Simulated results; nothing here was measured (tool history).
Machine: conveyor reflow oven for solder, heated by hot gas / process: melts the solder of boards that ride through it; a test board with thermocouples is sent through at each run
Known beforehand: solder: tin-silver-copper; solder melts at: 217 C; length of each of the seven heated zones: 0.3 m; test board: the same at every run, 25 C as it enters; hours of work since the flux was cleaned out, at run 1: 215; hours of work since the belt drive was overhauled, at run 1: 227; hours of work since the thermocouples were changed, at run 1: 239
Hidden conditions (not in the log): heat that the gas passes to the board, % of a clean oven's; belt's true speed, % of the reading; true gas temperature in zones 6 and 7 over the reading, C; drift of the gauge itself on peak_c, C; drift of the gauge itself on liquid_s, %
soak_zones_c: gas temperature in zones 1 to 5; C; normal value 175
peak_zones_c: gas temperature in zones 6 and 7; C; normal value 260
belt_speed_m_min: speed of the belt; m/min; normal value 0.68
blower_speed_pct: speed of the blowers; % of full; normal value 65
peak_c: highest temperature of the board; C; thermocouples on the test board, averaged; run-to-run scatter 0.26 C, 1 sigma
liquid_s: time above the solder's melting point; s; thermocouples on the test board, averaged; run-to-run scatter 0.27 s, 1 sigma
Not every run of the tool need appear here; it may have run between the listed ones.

run   hour  soak_zones_c  peak_zones_c  belt_speed_m_min  blower_speed_pct  hours of work since the flux was cleaned out  hours of work since the belt drive was overhauled  hours of work since the thermocouples were changed  peak_c  liquid_s
  1      0           175           260              0.68                65                                           215                                                227                                                 239   236.5      27.6
  2      5           175           260              0.68                65                                           219                                                231                                                 243     236      27.4
  3   15.7           175           260              0.68                65                                           227                                                239                                                 251   236.4      27.1
  4   21.8           175           260              0.68                65                                           231                                                243                                                 255   235.9        27
  5   33.6           175           260              0.68                65                                           240                                                252                                                 264   236.4        27
  6   44.6           175           260             0.567                65                                           248                                                260                                                 272   241.8      39.7
  7   51.3           175           260             0.567                65                                           253                                                265                                                 277   241.9      39.9
  8   63.5           175           260             0.567                65                                           262                                                274                                                 286   241.7        40
  9   73.9           175           260             0.567                65                                           270                                                282                                                 294   241.4        40
 10   82.3           175           260             0.567                65                                           276                                                288                                                 300   241.3      39.8
 11   91.1           175           260             0.567                65                                           282                                                295                                                 307   242.1      40.2
 12   98.8           166           260             0.567                65                                           288                                                301                                                 313   239.9        36
 13  108.1           166           260             0.567                65                                           295                                                307                                                 319   239.9      35.6
 14  113.8           175           263              0.68                65                                           299                                                312                                                 324   237.9      28.1
 15  123.4           175           263              0.68                65                                           306                                                319                                                 331   236.9      28.9
 16    131           166           273              0.58                57                                           312                                                324                                                 337   246.5      39.2
     135.7  -- belt drive overhauled, speed set with a stopwatch
 17  140.9           166           271             0.608                57                                           316                                                  4                                                 341   243.5      34.9
 18  152.8           181           251             0.608                57                                           325                                                 13                                                 350   231.1      27.5
 19    164           181           251             0.608                57                                           334                                                 21                                                 358     231      27.3
     175.1  -- belt drive overhauled, speed set with a stopwatch, once more
 20  178.9           181           251             0.608                57                                           342                                                  3                                                 366   231.1      26.1
 21  188.2           181           251             0.608                57                                           349                                                 10                                                 373   230.2      26.4
 22  196.9           175           259              0.68                59                                           355                                                 16                                                 379   231.2      21.8
 23  203.3           175           260              0.68                78                                           360                                                 21                                                 384   237.9      29.5
 24  213.4           163           260             0.574                65                                           367                                                 28                                                 392   237.7        32
 25  218.8           175           260             0.689                65                                           371                                                 32                                                 396   233.7      23.6
 26  226.1           175           265             0.555                65                                           377                                                 38                                                 401   245.6      43.4
 27  232.5           179           254              0.68                65                                           382                                                 43                                                 406   230.1      21.8
 28  238.3           187           258              0.68                65                                           386                                                 47                                                 410   235.7        30
 29  249.1           175           251              0.68                55                                           394                                                 55                                                 418   223.9      12.7
 30  255.9           177           268             0.572                58                                           399                                                 60                                                 423   244.8      41.8

Each row is a separate what-if for the run after 30, all from the same tool condition, not one after another. Results?
  A  261.6           187           273             0.572                64                                           403                                                 64                                                 428       ?         ?
  B  261.6           175           260             0.656                65                                           403                                                 64                                                 428       ?         ?
  C  261.6           177           268              0.74                58                                           403                                                 64                                                 428       ?         ?
  D  261.6           187           268             0.625                68                                           403                                                 64                                                 428       ?         ?

run  peak_c  liquid_s
  A   253.3      50.5
  B   234.8      27.2
  C   234.1      22.5
  D     247      42.4
With no hidden state in the tool, these same runs would have given:
run  peak_c  liquid_s
  A   258.4      53.8
  B   240.5      33.1
  C   240.3      28.2
  D   252.4      46.4

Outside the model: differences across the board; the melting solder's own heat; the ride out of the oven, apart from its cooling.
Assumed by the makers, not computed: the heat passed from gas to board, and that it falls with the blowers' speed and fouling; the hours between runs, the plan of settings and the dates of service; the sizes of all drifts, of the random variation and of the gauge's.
